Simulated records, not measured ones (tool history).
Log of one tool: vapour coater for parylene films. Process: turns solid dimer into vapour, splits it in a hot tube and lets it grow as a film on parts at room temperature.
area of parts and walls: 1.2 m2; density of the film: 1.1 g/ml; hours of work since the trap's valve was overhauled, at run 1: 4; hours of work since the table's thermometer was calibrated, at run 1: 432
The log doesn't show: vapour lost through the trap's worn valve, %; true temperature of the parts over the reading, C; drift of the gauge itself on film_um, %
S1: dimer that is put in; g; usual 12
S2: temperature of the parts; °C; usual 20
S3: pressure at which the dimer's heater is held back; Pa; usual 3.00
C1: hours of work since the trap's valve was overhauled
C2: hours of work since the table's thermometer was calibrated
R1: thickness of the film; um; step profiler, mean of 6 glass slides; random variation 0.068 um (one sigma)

Run 1, hour 0.0: usual settings; C1 4; C2 432. Result: R1 8.13 um.
Run 2, hour 27.0: usual settings; C1 21; C2 449. Result: R1 7.83 um.
Run 3, hour 55.5: usual settings; C1 40; C2 467. Result: R1 7.90 um.
Run 4, hour 79.5: usual settings; C1 55; C2 482. Result: R1 7.87 um.
Run 5, hour 105.4: usual settings but S3 2.48 Pa; C1 71; C2 498. Result: R1 8.20 um.
Run 6, hour 138.8: usual settings but S2 19 °C, S3 2.48 Pa; C1 92; C2 520. Result: R1 8.64 um.
Run 7, hour 173.8: usual settings but S3 6.29 Pa; C1 114; C2 542. Result: R1 6.62 um.
Run 8, hour 195.3: usual settings; C1 128; C2 555. Result: R1 7.89 um.
Run 9, hour 224.4: usual settings; C1 147; C2 574. Result: R1 7.67 um.
Run 10, hour 260.9: usual settings; C1 170; C2 597. Result: R1 7.73 um.
Run 11, hour 281.0: usual settings but S2 16 °C; C1 182; C2 610. Result: R1 8.67 um.
Run 12, hour 296.4: usual settings but S2 16 °C; C1 192; C2 620. Result: R1 8.72 um.
Run 13, hour 326.9: usual settings but S2 16 °C; C1 212; C2 639. Result: R1 8.59 um.
Run 14, hour 342.5: usual settings but S2 16 °C; C1 221; C2 649. Result: R1 8.53 um.
Run 15, hour 364.2: usual settings but S2 16 °C; C1 235; C2 662. Result: R1 8.66 um.
Run 16, hour 390.6: usual settings but S2 16 °C; C1 252; C2 679. Result: R1 8.64 um.
At hour 394.3: table's thermometer calibrated.
Run 17, hour 407.7: usual settings but S2 16 °C; C1 262; C2 8. Result: R1 8.55 um.
Run 18, hour 430.5: usual settings but S2 16 °C; C1 277; C2 23. Result: R1 8.57 um.
Run 19, hour 465.0: usual settings but S2 16 °C; C1 298; C2 45. Result: R1 8.47 um.
Run 20, hour 480.1: usual settings but S2 16 °C; C1 308; C2 54. Result: R1 8.52 um.
Run 21, hour 496.5: usual settings but S2 16 °C; C1 318; C2 65. Result: R1 8.45 um.
Run 22, hour 513.0: usual settings but S2 16 °C; C1 329; C2 75. Result: R1 8.54 um.
Run 23, hour 545.1: usual settings but S2 13 °C; C1 349; C2 96. Result: R1 8.49 um.
Run 24, hour 562.0: usual settings but S1 5 g, S2 26 °C, S3 4.38 Pa; C1 360; C2 106. Result: R1 2.04 um.
Run 25, hour 598.1: usual settings but S1 5 g, S2 26 °C, S3 4.38 Pa; C1 383; C2 129. Result: R1 2.05 um.
At hour 601.8: table's thermometer calibrated, once more.
Run 26, hour 632.5: usual settings but S1 5 g, S2 26 °C, S3 4.38 Pa; C1 404; C2 19. Result: R1 2.20 um.
Run 27, hour 650.5: usual settings but S1 8 g, S2 15 °C, S3 7.32 Pa; C1 415; C2 31. Result: R1 5.44 um.
Run 28, hour 669.1: usual settings but S1 15 g; C1 427; C2 43. Result: R1 9.69 um.
Run 29, hour 701.5: usual settings but S1 15 g; C1 448; C2 63. Result: R1 9.61 um.
Run 30, hour 730.3: usual settings but S1 15 g; C1 466; C2 81. Result: R1 9.62 um.
Run 31, hour 756.4: usual settings but S1 8 g, S2 12 °C, S3 8.70 Pa; C1 482; C2 98. Result: R1 5.57 um.
Run 32, hour 773.5: usual settings but S1 5 g, S2 21 °C, S3 8.70 Pa; C1 493; C2 109. Result: R1 2.37 um.
Run 33, hour 798.2: usual settings but S1 18 g, S2 27 °C, S3 4.29 Pa; C1 509; C2 124. Result: R1 7.43 um.
Run 34, hour 815.8: usual settings but S1 11 g, S3 2.26 Pa; C1 520; C2 136. Result: R1 7.26 um.
Run 35, hour 838.9: usual settings but S2 21 °C; C1 535; C2 150. Result: R1 7.16 um.
Run 36, hour 872.5: usual settings but S2 22 °C, S3 8.79 Pa; C1 556; C2 172. Result: R1 5.29 um.
Run 37, hour 896.2: usual settings but S1 6 g, S2 25 °C, S3 5.63 Pa; C1 571; C2 187. Result: R1 2.54 um.
Run 38, hour 918.6: usual settings but S1 19 g, S2 24 °C, S3 9.78 Pa; C1 585; C2 201. Result: R1 7.34 um.
Run 39, hour 933.9: usual settings but S1 9 g, S2 13 °C, S3 7.64 Pa; C1 595; C2 210. Result: R1 6.18 um.
Run 40, hour 962.0: usual settings but S2 28 °C; C1 613; C2 228. Result: R1 4.93 um.
Run 41, hour 981.1: usual settings but S1 17 g, S2 29 °C, S3 3.81 Pa; C1 625; C2 240. Result: R1 6.39 um.
Run 42, hour 1015.8: usual settings but S2 25 °C, S3 6.17 Pa; C1 647; C2 262. Result: R1 4.88 um.
Run 43, hour 1040.8: usual settings but S1 19 g, S2 13 °C, S3 10.99 Pa; C1 663; C2 278. Result: R1 12.25 um.
Run 44, hour 1064.1: usual settings but S2 13 °C, S3 10.99 Pa; C1 677; C2 293. Result: R1 7.67 um.
At hour 1097.0: trap's valve overhauled.
Run 45, hour 1097.0: usual settings; C1 0; C2 311. Result: R1 8.12 um.
Run 46, hour 1124.2: usual settings; C1 17; C2 328. Result: R1 8.17 um.

Some steps in R1 between neighbouring runs. How much of each would the tool show without its hidden state too (settings, what came in, random variation), and how much is left for the hidden state, with any gauge scatter that isn't in both results?
Run 23 -> 24: S1 12 -> 5, S2 13 -> 26, S3 3.00 -> 4.38. R1 -6.45 um: hidden state +0.23, all else -6.68.
Run 32 -> 33: S1 5 -> 18, S2 21 -> 27, S3 8.70 -> 4.29. R1 +5.06 um: hidden state -0.38, all else +5.44.
Run 42 -> 43: S1 12 -> 19, S2 25 -> 13, S3 6.17 -> 10.99. R1 +7.37 um: hidden state -0.80, all else +8.17.
Run 43 -> 44: S1 19 -> 12. R1 -4.58 um: hidden state +0.46, all else -5.04.
Run 44 -> 45: S2 13 -> 20, S3 10.99 -> 3.00, trap's valve overhauled. R1 +0.45 um: hidden state +0.78, all else -0.33.
